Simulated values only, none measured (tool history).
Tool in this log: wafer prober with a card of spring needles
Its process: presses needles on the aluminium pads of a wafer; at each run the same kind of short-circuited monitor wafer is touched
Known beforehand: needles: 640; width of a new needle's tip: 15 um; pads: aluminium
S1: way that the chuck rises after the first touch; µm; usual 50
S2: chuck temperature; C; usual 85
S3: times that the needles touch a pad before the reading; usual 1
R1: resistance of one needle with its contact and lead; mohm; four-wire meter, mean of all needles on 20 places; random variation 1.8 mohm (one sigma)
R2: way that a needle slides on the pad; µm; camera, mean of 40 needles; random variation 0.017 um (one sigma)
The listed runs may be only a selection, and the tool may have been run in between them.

run   hour  S1  S2  S3    R1    R2
  1      0  50  85   1   553  8.04
       2.8  -- tips cleaned on abrasive film
      13.7  -- tips cleaned on abrasive film
      26.4  -- tips cleaned on abrasive film
  2   33.7  50  85   1   548  7.96
      38.9  -- tips cleaned on abrasive film
      39.2  -- height of the first contact set anew
      51.4  -- tips cleaned on abrasive film
      63.4  -- tips cleaned on abrasive film
      76.3  -- tips cleaned on abrasive film
  3   76.3  50  85   1   234  8.19
      88.8  -- tips cleaned on abrasive film
  4   97.6  50  85   1   550  8.17
     100.4  -- tips cleaned on abrasive film
     111.3  -- tips cleaned on abrasive film
     123.4  -- tips cleaned on abrasive film
  5    127  39  85   1   608  6.29
     135.2  -- tips cleaned on abrasive film
     148.2  -- tips cleaned on abrasive film
     161.5  -- tips cleaned on abrasive film
  6  167.8  50  85   2   402  8.11
       173  -- tips cleaned on abrasive film
     185.8  -- tips cleaned on abrasive film
  7    187  50  58   2   291  8.03
     197.6  -- tips cleaned on abrasive film
     209.2  -- tips cleaned on abrasive film
  8  211.6  50  73   2   317     8
     222.3  -- tips cleaned on abrasive film
  9  230.9  50  73   2   427  7.98
     233.5  -- tips cleaned on abrasive film
     243.8  -- height of the first contact set anew
     246.6  -- tips cleaned on abrasive film
 10  252.2  50  73   2   383  8.24
       259  -- tips cleaned on abrasive film
     271.8  -- tips cleaned on abrasive film
     284.8  -- tips cleaned on abrasive film
 11  290.5  50  73   2   394  8.17
     297.5  -- tips cleaned on abrasive film
     309.3  -- tips cleaned on abrasive film
 12  314.6  51  52   2   396   8.3
     321.8  -- tips cleaned on abrasive film
     334.4  -- tips cleaned on abrasive film
       347  -- tips cleaned on abrasive film
 13  351.8  51  52   2   394  8.25
     359.5  -- tips cleaned on abrasive film
     373.2  -- tips cleaned on abrasive film
       386  -- tips cleaned on abrasive film
 14  392.3  51  52   2   407  8.21
     397.8  -- tips cleaned on abrasive film
     410.2  -- tips cleaned on abrasive film
     423.3  -- tips cleaned on abrasive film
 15  429.8  51  52   2   420  8.16
     435.3  -- tips cleaned on abrasive film
     447.9  -- tips cleaned on abrasive film
     448.2  -- height of the first contact set anew
     460.6  -- tips cleaned on abrasive film
 16    462  31  77   1   686  5.09
     472.7  -- tips cleaned on abrasive film
 17  482.3  31  77   1  1213  5.09
     485.1  -- tips cleaned on abrasive film
     496.1  -- tips cleaned on abrasive film
     508.8  -- tips cleaned on abrasive film
 18  519.6  50  85   1   595  8.18
     522.4  -- tips cleaned on abrasive film
     533.3  -- tips cleaned on abrasive film
     544.2  -- tips cleaned on abrasive film
 19  548.7  50  85   1   547  8.11

For some of the steps in R1 from one run to the next: how much would appear even if the tool had no hidden state, given the settings, what came in and random variation, and how much remains for the hidden state plus any gauge scatter that the measured result and the result without hidden state don't share?
The hidden state here: debris on the tips, nm; way that the needles fall short of the set height, um; tips' diameter, um; drift of the gauge itself on contact_mohm, %; drift of the gauge itself on scrub_um, %.
Run 17 -> 18: S1 31 -> 50, S2 77 -> 85, tips cleaned on abrasive film, tips cleaned on abrasive film, tips cleaned on abrasive film. R1 -618 mohm: hidden state -595, all else -23.
